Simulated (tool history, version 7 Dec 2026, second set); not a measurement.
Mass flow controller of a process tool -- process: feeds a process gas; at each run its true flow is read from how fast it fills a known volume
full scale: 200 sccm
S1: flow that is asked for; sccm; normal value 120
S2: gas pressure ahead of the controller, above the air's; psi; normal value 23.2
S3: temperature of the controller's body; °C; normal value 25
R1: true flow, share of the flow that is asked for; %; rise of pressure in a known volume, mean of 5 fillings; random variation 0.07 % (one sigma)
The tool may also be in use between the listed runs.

run	hour	S1	S2	S3	R1
1	0.0	120	23.2	25	99.28
2	70.0	120	23.2	25	99.26
3	135.3	120	23.2	25	99.34
4	229.3	120	23.2	25	99.05
5	289.0	120	23.2	25	99.17
6	329.5	120	23.2	25	99.24
7	371.2	120	23.2	25	99.29
8	433.2	120	23.2	25	99.26
9	487.7	120	23.2	25	99.22
10	571.1	120	23.2	25	99.19
11	661.0	120	26.4	27	99.53
12	750.3	108	35.2	25	99.16
13	841.1	120	32.2	25	99.33

The next listed run, before its measurement:
14	928.0	64	23.2	25	?

R1: 98.03 %
Take away the tool's hidden state, keep the run-to-run variation as it was, and the same run would have given R1 98.58 %.

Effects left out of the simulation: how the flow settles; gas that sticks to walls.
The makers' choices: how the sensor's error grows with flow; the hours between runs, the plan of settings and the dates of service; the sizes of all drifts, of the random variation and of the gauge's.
